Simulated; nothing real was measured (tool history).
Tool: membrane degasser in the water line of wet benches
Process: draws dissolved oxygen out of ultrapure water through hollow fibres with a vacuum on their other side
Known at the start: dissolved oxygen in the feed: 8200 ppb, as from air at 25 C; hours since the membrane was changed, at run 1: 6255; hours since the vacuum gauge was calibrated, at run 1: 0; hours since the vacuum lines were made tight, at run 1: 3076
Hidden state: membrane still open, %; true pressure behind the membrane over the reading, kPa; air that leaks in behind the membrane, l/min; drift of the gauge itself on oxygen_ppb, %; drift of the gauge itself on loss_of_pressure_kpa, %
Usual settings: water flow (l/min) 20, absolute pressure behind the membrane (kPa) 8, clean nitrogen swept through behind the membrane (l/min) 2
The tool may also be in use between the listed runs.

run,hour,water flow (l/min),absolute pressure behind the membrane (kPa),clean nitrogen swept through behind the membrane (l/min),hours since the membrane was changed,hours since the vacuum gauge was calibrated,hours since the vacuum lines were made tight,dissolved oxygen in the water behind the degasser (ppb),pressure that the water loses in the fibres (kPa)
1,0,20,8,2,6255,0,3076,129.5,30.81
2,120.3,20,8,2,6375,120,3196,126.7,30.73
3,219.4,20,8,2,6475,219,3296,128.3,30.99
4,439.6,20,19.03,2,6695,440,3516,374.6,30.97
5,606.3,23,8,2,6861,606,3682,155.7,35.66
6,806.7,23,8,2,7062,807,3883,155.9,35.49
7,899.7,23,8,2.33,7155,900,3976,138.7,35.22
8,1057.8,20,8,2,7313,1058,4134,132.6,30.94
# hour 1170.5: seals of the vacuum lines changed
9,1239.6,20,8,2,7493,1238,69,127.3,31.08
10,1467.6,16,8,2,7721,1466,297,102.2,24.95
11,1591.8,16,8,2,7845,1590,421,99.3,24.92
12,1733.1,16,8,2,7986,1731,563,102.1,24.82
13,1938.9,20,8,2,8192,1937,768,133.3,31.47
14,2046.7,20,8,2,8300,2045,876,132.2,31.46
15,2200.9,20,8,2,8454,2199,1030,132.2,31.32
16,2338.3,20,8,2,8591,2336,1168,135.8,31.56
17,2500.5,20,13.45,1.3,8754,2499,1330,372.2,31.61
18,2595.6,20,13.45,1.3,8849,2594,1425,374.3,31.59
19,2808,18,13.84,4.76,9061,2806,1637,112.1,28.3
20,2928.6,14,18.61,1.21,9182,2927,1758,409.9,22.08
21,3087,14,18.61,1.21,9340,3085,1917,415.5,21.92
22,3256.8,19,15.97,4.29,9510,3255,2086,155.8,30.24
23,3466.6,19,15.97,4.29,9720,3465,2296,157.8,30.2
# hour 3512: membrane cartridge changed
24,3698.6,19,15.97,4.29,187,3693,2524,150.2,27.03
25,3912,15,8,2,400,3906,2738,97.4,21.71
26,4011.7,20,4.86,2,500,4006,2837,57,29.1
27,4172.4,20,4.86,2,660,4166,2998,59,28.76
28,4364.5,28,15.25,1.03,852,4359,3190,709.3,40.61
29,4488.3,20,8,1.13,976,4482,3314,217.6,28.99
30,4678.5,13,8,1.13,1166,4672,3504,144.5,18.92
31,4783.9,13,8,1.13,1272,4778,3609,142.5,18.6
32,4904.9,13,8,1.13,1393,4899,3730,141.8,19.08

3 ways to go on from here, each from the tool as it stands after run 32. What would each give?
A,5071.1,13,17.91,3.1,1559,5065,3897,?,?
B,5071.1,21,10.69,1.13,1559,5065,3897,?,?
C,5071.1,12,6.28,2.87,1559,5065,3897,?,?

run,dissolved oxygen in the water behind the degasser (ppb),pressure that the water loses in the fibres (kPa)
A,161.3,19
B,332.7,30.72
C,37.4,17.77
Without the tool's hidden state the same runs would have given:
run,dissolved oxygen in the water behind the degasser (ppb),pressure that the water loses in the fibres (kPa)
A,150.5,18.68
B,310.9,30.22
C,31.6,17.49
